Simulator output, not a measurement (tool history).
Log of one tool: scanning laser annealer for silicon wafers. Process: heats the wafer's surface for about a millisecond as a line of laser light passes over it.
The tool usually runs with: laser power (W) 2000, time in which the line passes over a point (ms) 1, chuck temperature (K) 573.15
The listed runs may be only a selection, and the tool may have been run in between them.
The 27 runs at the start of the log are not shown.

run,hour,laser power (W),time in which the line passes over a point (ms),chuck temperature (K),highest temperature of the surface (K)
28,642.2,1867,0.75,573.15,1221.15
29,661.6,1849,1.05,551.15,1306.15
30,677,1849,1.05,551.15,1307.15
31,700.6,2000,1.02,566.15,1367.15
32,715.6,2000,0.89,566.15,1317.15
33,748.3,2000,0.89,566.15,1313.15
34,769.2,2055,0.91,573.15,1347.15
35,797.9,2055,0.91,573.15,1351.15
36,816.4,2189,0.76,573.15,1329.15
37,832.5,2035,1,573.15,1377.15
38,848.6,2024,1.01,611.15,1416.15
39,874.8,2000,0.79,560.15,1269.15
40,898.7,2000,0.79,560.15,1268.15

Below are 4 alternative next runs, each starting from the tool's condition after run 40. Predict each:
A,930,2000,0.79,546.15,?
B,930,1829,1.13,560.15,?
C,930,2000,0.79,587.15,?
D,930,2000,0.86,573.15,?

run,highest temperature of the surface (K)
A,1251.15
B,1333.15
C,1296.15
D,1309.15
With the hidden condition removed and each run's random variation left untouched, the same runs would have given:
run,highest temperature of the surface (K)
A,1252.15
B,1334.15
C,1297.15
D,1309.15

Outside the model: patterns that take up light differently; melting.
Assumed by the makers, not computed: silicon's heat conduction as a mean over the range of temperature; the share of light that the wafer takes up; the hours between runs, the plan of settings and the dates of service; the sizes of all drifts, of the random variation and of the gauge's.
